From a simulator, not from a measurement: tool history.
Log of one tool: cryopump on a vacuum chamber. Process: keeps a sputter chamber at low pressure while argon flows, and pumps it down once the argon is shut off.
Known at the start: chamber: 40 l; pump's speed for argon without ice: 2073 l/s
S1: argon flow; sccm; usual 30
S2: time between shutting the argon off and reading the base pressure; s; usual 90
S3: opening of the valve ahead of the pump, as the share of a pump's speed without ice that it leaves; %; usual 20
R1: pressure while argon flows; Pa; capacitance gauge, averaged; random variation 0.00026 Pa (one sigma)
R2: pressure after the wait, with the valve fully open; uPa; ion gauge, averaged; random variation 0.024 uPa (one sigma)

Run 1, day 0.000: usual settings. Result: R1 0.1242 Pa, R2 1.22 uPa.
Run 2, day 4.092: usual settings. Result: R1 0.1244 Pa, R2 1.34 uPa.
Run 3, day 6.867: usual settings. Result: R1 0.1243 Pa, R2 1.40 uPa.
Run 4, day 9.896: usual settings but S2 63 s. Result: R1 0.1243 Pa, R2 1.79 uPa.
Run 5, day 12.321: usual settings but S2 63 s. Result: R1 0.1250 Pa, R2 1.78 uPa.
Run 6, day 16.083: usual settings but S2 63 s. Result: R1 0.1251 Pa, R2 1.84 uPa.
Run 7, day 20.021: usual settings but S2 118 s. Result: R1 0.1262 Pa, R2 1.50 uPa.
Run 8, day 24.688: usual settings but S2 118 s, S3 31 %. Result: R1 0.0826 Pa, R2 1.57 uPa.
Run 9, day 26.688: usual settings but S2 118 s, S3 31 %. Result: R1 0.0833 Pa, R2 1.54 uPa.
Run 10, day 30.046: usual settings but S2 118 s, S3 31 %. Result: R1 0.0832 Pa, R2 1.75 uPa.
At day 30.971: pump warmed up, emptied and cooled again.
Run 11, day 34.021: usual settings but S2 74 s. Result: R1 0.1229 Pa, R2 1.95 uPa.
Run 12, day 37.938: usual settings but S3 19 %. Result: R1 0.1301 Pa, R2 1.90 uPa.
Run 13, day 42.129: usual settings. Result: R1 0.1237 Pa, R2 1.95 uPa.
Run 14, day 45.833: usual settings. Result: R1 0.1240 Pa, R2 2.07 uPa.
Run 15, day 48.483: usual settings. Result: R1 0.1242 Pa, R2 2.09 uPa.
Run 16, day 51.875: usual settings. Result: R1 0.1241 Pa, R2 2.20 uPa.
Run 17, day 53.883: usual settings. Result: R1 0.1246 Pa, R2 2.23 uPa.
Run 18, day 56.492: usual settings but S1 12 sccm, S2 129 s, S3 17 %. Result: R1 0.0586 Pa, R2 2.13 uPa.
Run 19, day 60.096: usual settings but S2 258 s, S3 25 %. Result: R1 0.1002 Pa, R2 1.83 uPa.
Run 20, day 64.342: usual settings but S1 23 sccm, S2 21 s, S3 55 %. Result: R1 0.0366 Pa, R2 4.91 uPa.
Run 21, day 66.888: usual settings but S1 23 sccm, S2 21 s, S3 55 %. Result: R1 0.0367 Pa, R2 5.04 uPa.
Run 22, day 71.362: usual settings but S1 23 sccm, S2 21 s, S3 55 %. Result: R1 0.0371 Pa, R2 5.31 uPa.
Run 23, day 73.342: usual settings but S1 23 sccm, S2 21 s, S3 55 %. Result: R1 0.0371 Pa, R2 5.15 uPa.
At day 75.454: pump warmed up, emptied and cooled again.
Run 24, day 78.454: usual settings but S1 32 sccm, S3 17 %. Result: R1 0.1548 Pa, R2 2.60 uPa.
At day 80.700: leaking fittings of the chamber tightened, without venting.
Run 25, day 81.117: usual settings but S1 34 sccm. Result: R1 0.1398 Pa, R2 0.92 uPa.
Run 26, day 83.325: usual settings but S1 59 sccm, S2 72 s, S3 38 %. Result: R1 0.1292 Pa, R2 1.11 uPa.
Run 27, day 88.058: usual settings but S2 42 s, S3 38 %. Result: R1 0.0660 Pa, R2 1.86 uPa.
Run 28, day 90.175: usual settings but S1 36 sccm, S2 35 s, S3 37 %. Result: R1 0.0815 Pa, R2 2.22 uPa.
Run 29, day 93.442: usual settings but S1 22 sccm, S2 22 s, S3 19 %. Result: R1 0.0959 Pa, R2 3.46 uPa.
Run 30, day 98.142: usual settings but S1 22 sccm, S2 51 s, S3 19 %. Result: R1 0.0964 Pa, R2 1.80 uPa.
Run 31, day 101.442: usual settings but S1 22 sccm, S2 51 s, S3 19 %. Result: R1 0.0968 Pa, R2 1.86 uPa.
Run 32, day 103.542: usual settings but S1 19 sccm, S2 133 s, S3 37 %. Result: R1 0.0439 Pa, R2 1.10 uPa.
Run 33, day 106.538: usual settings but S1 19 sccm, S2 133 s, S3 37 %. Result: R1 0.0439 Pa, R2 1.16 uPa.

Forecast each of these 4 alternatives for the next run:
Run A, day 109.946: usual settings but S1 19 sccm, S2 133 s, S3 36 %. Result: R1 ?, R2 ?.
Run B, day 109.946: usual settings but S2 121 s, S3 56 %. Result: R1 ?, R2 ?.
Run C, day 109.946: usual settings but S1 24 sccm, S3 33 %. Result: R1 ?, R2 ?.
Run D, day 109.946: usual settings but S1 25 sccm, S3 24 %. Result: R1 ?, R2 ?.

run      R1    R2
  A  0.0454  1.27
  B  0.0474  1.29
  C  0.0624  1.45
  D  0.0876  1.47
Without the tool's hidden state the same runs would have given:
run      R1    R2
  A  0.0431  0.68
  B  0.0437  0.71
  C  0.0595  0.86
  D  0.0846  0.89
